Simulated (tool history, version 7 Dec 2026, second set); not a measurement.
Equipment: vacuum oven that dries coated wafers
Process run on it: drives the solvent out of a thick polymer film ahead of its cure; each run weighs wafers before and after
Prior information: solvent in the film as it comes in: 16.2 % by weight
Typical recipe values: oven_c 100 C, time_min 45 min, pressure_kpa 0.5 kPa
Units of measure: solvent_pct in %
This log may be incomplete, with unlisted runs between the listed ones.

Run 1, hour 0: usual settings. Result: solvent_pct 2.525 %.
Run 2, hour 25.4: usual settings. Result: solvent_pct 2.527 %.
Run 3, hour 49.2: usual settings but time_min 25 min. Result: solvent_pct 5.153 %.
Run 4, hour 60.4: usual settings but time_min 25 min. Result: solvent_pct 5.18 %.
Run 5, hour 81.4: usual settings but time_min 25 min. Result: solvent_pct 5.155 %.
Run 6, hour 99.6: usual settings but time_min 25 min. Result: solvent_pct 5.157 %.
Run 7, hour 123.5: usual settings but time_min 25 min. Result: solvent_pct 5.175 %.
Run 8, hour 140.3: usual settings but time_min 25 min. Result: solvent_pct 5.174 %.
Run 9, hour 151.4: usual settings but time_min 25 min. Result: solvent_pct 5.167 %.
Run 10, hour 170.3: usual settings. Result: solvent_pct 2.522 %.
Run 11, hour 183.2: usual settings. Result: solvent_pct 2.524 %.
Run 12, hour 194.1: usual settings. Result: solvent_pct 2.522 %.
Run 13, hour 217.5: usual settings. Result: solvent_pct 2.528 %.
Run 14, hour 235: usual settings. Result: solvent_pct 2.518 %.
Run 15, hour 253.6: usual settings but time_min 31 min. Result: solvent_pct 4.147 %.
Run 16, hour 270: usual settings but time_min 31 min, pressure_kpa 0.462 kPa. Result: solvent_pct 4.137 %.
Run 17, hour 289: usual settings but pressure_kpa 0.704 kPa. Result: solvent_pct 2.604 %.
Run 18, hour 312.6: usual settings but pressure_kpa 0.704 kPa. Result: solvent_pct 2.626 %.
Run 19, hour 325.7: usual settings but pressure_kpa 0.704 kPa. Result: solvent_pct 2.61 %.
Run 20, hour 338.4: usual settings but pressure_kpa 0.92 kPa. Result: solvent_pct 2.702 %.
Run 21, hour 350.4: usual settings but time_min 29 min. Result: solvent_pct 4.47 %.
Run 22, hour 362.5: usual settings but time_min 29 min. Result: solvent_pct 4.46 %.
Run 23, hour 386.4: usual settings but time_min 29 min. Result: solvent_pct 4.464 %.
Run 24, hour 399.7: usual settings but time_min 29 min. Result: solvent_pct 4.459 %.
Run 25, hour 415: usual settings but time_min 29 min. Result: solvent_pct 4.464 %.
Run 26, hour 435.4: usual settings but oven_c 111 C, pressure_kpa 1.817 kPa. Result: solvent_pct 1.132 %.
Run 27, hour 450.5: usual settings but oven_c 86 C, time_min 40 min, pressure_kpa 0.327 kPa. Result: solvent_pct 6.892 %.
Run 28, hour 461.4: usual settings but oven_c 87 C, time_min 41 min, pressure_kpa 0.878 kPa. Result: solvent_pct 6.787 %.
Run 29, hour 482.5: usual settings but oven_c 87 C, time_min 41 min, pressure_kpa 0.878 kPa. Result: solvent_pct 6.805 %.
Run 30, hour 506.8: usual settings but oven_c 93 C, pressure_kpa 1.677 kPa. Result: solvent_pct 4.996 %.
Run 31, hour 524.1: usual settings but oven_c 93 C, pressure_kpa 1.677 kPa. Result: solvent_pct 4.979 %.
Run 32, hour 542.8: usual settings but oven_c 93 C, time_min 23 min, pressure_kpa 1.677 kPa. Result: solvent_pct 7.909 %.
Run 33, hour 563: usual settings but pressure_kpa 0.518 kPa. Result: solvent_pct 2.532 %.
Run 34, hour 588.2: usual settings but time_min 22 min, pressure_kpa 0.988 kPa. Result: solvent_pct 5.924 %.
Run 35, hour 608.2: usual settings but time_min 60 min, pressure_kpa 1.014 kPa. Result: solvent_pct 1.766 %.
Run 36, hour 622.6: usual settings but oven_c 102 C, time_min 79 min, pressure_kpa 0.369 kPa. Result: solvent_pct 0.596 %.
At hour 629.5: oven's thermocouples calibrated.
Run 37, hour 645.7: usual settings but oven_c 97 C, time_min 69 min, pressure_kpa 1.519 kPa. Result: solvent_pct 2.199 %.
Run 38, hour 658.1: usual settings but oven_c 97 C, time_min 69 min, pressure_kpa 1.519 kPa. Result: solvent_pct 2.202 %.
Run 39, hour 672: usual settings but oven_c 97 C, time_min 69 min, pressure_kpa 1.519 kPa. Result: solvent_pct 2.194 %.
Run 40, hour 690.2: usual settings but oven_c 97 C, time_min 69 min, pressure_kpa 1.519 kPa. Result: solvent_pct 2.197 %.
Run 41, hour 704.6: usual settings but oven_c 97 C, time_min 69 min, pressure_kpa 1.519 kPa. Result: solvent_pct 2.192 %.
Run 42, hour 725.1: usual settings but oven_c 97 C, time_min 69 min, pressure_kpa 1.519 kPa. Result: solvent_pct 2.204 %.
Run 43, hour 746.3: usual settings but oven_c 94 C, time_min 69 min, pressure_kpa 0.817 kPa. Result: solvent_pct 2.473 %.
Run 44, hour 767.4: usual settings but time_min 27 min, pressure_kpa 0.343 kPa. Result: solvent_pct 4.745 %.
Run 45, hour 790.7: usual settings but time_min 27 min, pressure_kpa 0.343 kPa. Result: solvent_pct 4.748 %.

Run 46 has not been measured yet. What should we expect?
Run 46, hour 816.2: usual settings but oven_c 89 C, time_min 52 min. Result: solvent_pct ?.

{"run 46": {"solvent_pct": 4.898}}
If the tool had no hidden condition, the same run with the same run-to-run variation would have returned solvent_pct 4.897 %.
